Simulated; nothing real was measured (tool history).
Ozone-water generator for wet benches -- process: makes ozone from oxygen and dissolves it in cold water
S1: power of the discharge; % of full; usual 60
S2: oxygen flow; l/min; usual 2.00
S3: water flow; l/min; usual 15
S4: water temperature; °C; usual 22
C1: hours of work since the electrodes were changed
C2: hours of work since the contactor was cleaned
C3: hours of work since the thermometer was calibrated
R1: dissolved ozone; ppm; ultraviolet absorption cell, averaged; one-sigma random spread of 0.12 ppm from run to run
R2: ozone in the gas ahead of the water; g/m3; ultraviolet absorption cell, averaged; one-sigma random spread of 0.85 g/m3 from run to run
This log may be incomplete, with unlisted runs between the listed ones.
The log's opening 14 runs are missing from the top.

| run | hour | S1 | S2 | S3 | S4 | C1 | C2 | C3 | R1 | R2 |
|---|---|---|---|---|---|---|---|---|---|---|
| 15 | 441.3 | 60 | 2.00 | 12 | 22 | 523 | 6819 | 637 | 11.4 | 137.7 |
| 16 | 477.9 | 60 | 2.71 | 15 | 22 | 547 | 6844 | 662 | 9.4 | 112.4 |
| 17 | 510.2 | 50 | 2.01 | 14 | 19 | 569 | 6865 | 683 | 9.2 | 122.0 |
| 18 | 529.6 | 89 | 1.54 | 22 | 16 | 582 | 6878 | 696 | 8.1 | 207.7 |
| 19 | 556.6 | 41 | 1.54 | 19 | 24 | 600 | 6897 | 714 | 5.7 | 127.6 |
| 20 | 573.2 | 41 | 1.54 | 19 | 24 | 611 | 6908 | 726 | 5.6 | 126.9 |
| 21 | 590.2 | 70 | 2.20 | 15 | 22 | 622 | 6919 | 737 | 10.4 | 143.3 |
| 22 | 611.4 | 70 | 2.18 | 15 | 22 | 637 | 6933 | 751 | 10.7 | 142.1 |
| 23 | 631.8 | 41 | 2.00 | 15 | 22 | 650 | 6947 | 765 | 7.4 | 106.3 |
| 24 | 663.3 | 51 | 2.00 | 16 | 22 | 672 | 6968 | 786 | 8.0 | 124.7 |
| 25 | 685.2 | 49 | 1.43 | 13 | 14 | 686 | 6983 | 801 | 10.1 | 150.8 |
| 26 | 718.9 | 60 | 2.00 | 15 | 18 | 709 | 7006 | 823 | 9.8 | 138.9 |
| 27 | 746.5 | 60 | 2.00 | 15 | 18 | 727 | 7024 | 842 | 9.9 | 136.5 |
| 28 | 763.4 | 76 | 2.00 | 22 | 16 | 739 | 7035 | 853 | 7.7 | 159.2 |
| 29 | 785.0 | 42 | 2.83 | 20 | 22 | 753 | 7050 | 868 | 5.6 | 88.1 |
|  | 805.7 | contactor cleaned |
| 30 | 816.9 | 42 | 2.83 | 19 | 22 | 772 | 7 | 886 | 6.4 | 87.2 |
| 31 | 834.5 | 49 | 2.00 | 15 | 22 | 784 | 19 | 898 | 9.0 | 121.6 |
| 32 | 866.3 | 49 | 2.00 | 15 | 22 | 805 | 41 | 920 | 9.0 | 120.6 |

Forecast each of these 3 alternatives for the next run:
| A | 893.2 | 87 | 2.00 | 11 | 20 | 823 | 59 | 938 | ? | ? |
| B | 893.2 | 60 | 2.91 | 15 | 22 | 823 | 59 | 938 | ? | ? |
| C | 893.2 | 72 | 2.00 | 19 | 23 | 823 | 59 | 938 | ? | ? |

| run | R1 | R2 |
|---|---|---|
| A | 17.1 | 174.7 |
| B | 10.1 | 107.2 |
| C | 8.8 | 153.7 |
With the hidden condition removed and each run's random variation left untouched, the same runs would have given:
| run | R1 | R2 |
|---|---|---|
| A | 17.4 | 177.0 |
| B | 10.3 | 108.3 |
| C | 9.0 | 155.6 |
